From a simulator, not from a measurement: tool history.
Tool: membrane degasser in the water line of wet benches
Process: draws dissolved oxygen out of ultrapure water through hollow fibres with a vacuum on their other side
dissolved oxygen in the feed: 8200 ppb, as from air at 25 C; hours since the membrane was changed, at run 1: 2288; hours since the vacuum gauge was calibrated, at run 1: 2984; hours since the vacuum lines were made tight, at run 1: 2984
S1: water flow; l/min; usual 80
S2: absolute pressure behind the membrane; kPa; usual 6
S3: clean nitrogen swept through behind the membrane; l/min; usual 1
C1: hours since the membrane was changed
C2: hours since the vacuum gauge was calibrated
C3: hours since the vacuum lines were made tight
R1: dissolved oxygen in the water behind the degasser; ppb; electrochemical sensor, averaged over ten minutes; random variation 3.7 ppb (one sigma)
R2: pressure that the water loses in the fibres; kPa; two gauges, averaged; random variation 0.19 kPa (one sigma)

run      day   S1     S2    S3    C1    C2    C3      R1     R2
  1        0   80      6     1  2288  2984  2984   396.1  40.13
  2    8.225   80      6     1  2485  3182  3182   392.6  39.86
  3   14.121   80      6     1  2627  3323  3323   391.9  39.86
  4   20.162   80      6     1  2772  3468  3468   393.3  40.02
  5   25.617   80      6     1  2903  3599  3599   392.3  39.81
  6   34.479   80      6     1  3116  3812  3812   396.8  39.92
  7   39.104   80      6     1  3227  3923  3923   390.9  39.79
  8   44.508   91      6     1  3356  4053  4053   437.7  45.06
  9   49.825   91      6     1  3484  4180  4180   445.7  45.64
 10   60.471   80      6     1  3739  4436  4436   402.6  39.83
 11   65.596   80      6     1  3862  4559  4559   404.3  40.03
 12   70.229   80      6   1.5  3974  4670  4670   303.8  39.97
 13   79.512   50   4.46  1.64  4196  4893  4893      96  24.99
 14   85.612   50   4.97  0.45  4343  5039  5039   324.6  25.04
 15   95.825   50   3.78  1.26  4588  5284  5284    69.6   25.2
 16  102.442   80   5.66     1  4747  5443  5443   363.9  40.03
 17  111.904   80   5.66     1  4974  5670  5670   366.2  39.95
 18  119.383  101   5.66  0.51  5153  5850  5850   622.3  51.11
     124.812  -- vacuum gauge calibrated
 19  128.629   80   7.23  2.49  5375    92  6071   266.4  39.99
     130.912  -- seals of the vacuum lines changed
 20  133.346  119  11.92   1.3  5486   203    58  1204.8  59.78
 21  143.146  119  11.92   1.3  5721   438   294    1198  59.77
 22  148.283  119  11.92   1.3  5844   561   417    1221  60.16
 23  156.912  119  11.92   1.3  6051   768   624  1222.2  60.29

5 ways to go on from here, each from the tool as it stands after run 23. What would each give?
  A  166.246  92   6.16  0.71  6275  992  848   ?   ?
  B  166.246  70  11.92  0.76  6275  992  848   ?   ?
  C  166.246  80   6.92     1  6275  992  848   ?   ?
  D  166.246  62   3.96  1.21  6275  992  848   ?   ?
  E  166.246  64   7.19     1  6275  992  848   ?   ?

run      R1     R2
  A   538.8  46.34
  B  1155.6   35.2
  C   500.8  40.23
  D    81.4  31.56
  E   450.8  32.52
Without the tool's hidden state the same runs would have given:
run      R1     R2
  A   527.5  45.45
  B  1148.9  34.52
  C   492.7  39.45
  D    75.7  30.95
  E   444.5   31.9

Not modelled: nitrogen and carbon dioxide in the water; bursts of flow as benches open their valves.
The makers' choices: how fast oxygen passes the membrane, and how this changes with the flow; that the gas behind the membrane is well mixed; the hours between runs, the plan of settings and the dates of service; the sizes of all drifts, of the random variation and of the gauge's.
